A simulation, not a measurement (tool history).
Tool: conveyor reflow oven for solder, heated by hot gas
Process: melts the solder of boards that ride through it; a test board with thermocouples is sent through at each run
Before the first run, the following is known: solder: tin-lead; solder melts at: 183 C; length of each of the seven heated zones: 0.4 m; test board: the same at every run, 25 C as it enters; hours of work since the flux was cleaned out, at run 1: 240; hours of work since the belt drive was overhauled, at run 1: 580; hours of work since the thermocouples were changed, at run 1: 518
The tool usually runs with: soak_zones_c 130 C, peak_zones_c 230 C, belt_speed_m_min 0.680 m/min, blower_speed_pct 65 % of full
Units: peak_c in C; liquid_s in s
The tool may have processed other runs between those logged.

run	day	soak_zones_c	peak_zones_c	belt_speed_m_min	blower_speed_pct	hours of work since the flux was cleaned out	hours of work since the belt drive was overhauled	hours of work since the thermocouples were changed	peak_c	liquid_s
1	0.000	130	230	0.680	65	240	580	518	211.8	46.6
2	0.529	130	230	0.680	65	247	588	525	211.6	46.2
3	1.212	130	230	0.694	65	257	598	535	211.0	44.8
4	2.038	130	230	0.694	65	269	610	547	210.4	44.7
5	2.667	130	230	0.694	65	278	619	556	210.1	44.6
6	3.071	144	230	0.694	65	284	625	562	213.3	51.4
7	4.008	130	230	0.680	65	298	639	576	210.8	45.5
8	4.571	130	245	0.680	65	306	647	584	224.6	55.2
9	5.262	130	230	0.680	61	316	657	594	209.3	44.4
10	5.954	130	230	0.680	61	326	667	604	210.0	44.0
# day 7.075: flux residue cleaned out of gas plates and filters
11	7.083	130	230	0.680	61	0	680	617	212.2	47.6
12	7.900	130	230	0.680	61	12	692	629	212.0	47.7
13	8.538	130	230	0.680	61	21	701	638	212.3	47.7
14	9.192	130	230	0.680	61	31	711	648	211.4	47.0
15	9.733	130	230	0.680	65	39	719	656	213.0	48.2
16	10.600	130	230	0.680	65	51	731	668	213.2	47.4
17	11.092	122	230	0.680	70	58	738	675	212.9	46.1
18	11.692	121	235	0.680	65	67	747	684	215.4	47.8
19	12.425	130	236	0.680	65	78	758	695	217.8	52.0
20	13.388	130	230	0.712	65	92	772	709	210.9	44.0

Expected results for the next run?
21	14.071	121	243	0.555	85	101	781	719	?	?

Run 21 measured peak_c 232.7 C, liquid_s 73.4 s.
With the hidden condition absent and the run-to-run variation left alone, this run would have shown peak_c 235.8 C, liquid_s 74.3 s.

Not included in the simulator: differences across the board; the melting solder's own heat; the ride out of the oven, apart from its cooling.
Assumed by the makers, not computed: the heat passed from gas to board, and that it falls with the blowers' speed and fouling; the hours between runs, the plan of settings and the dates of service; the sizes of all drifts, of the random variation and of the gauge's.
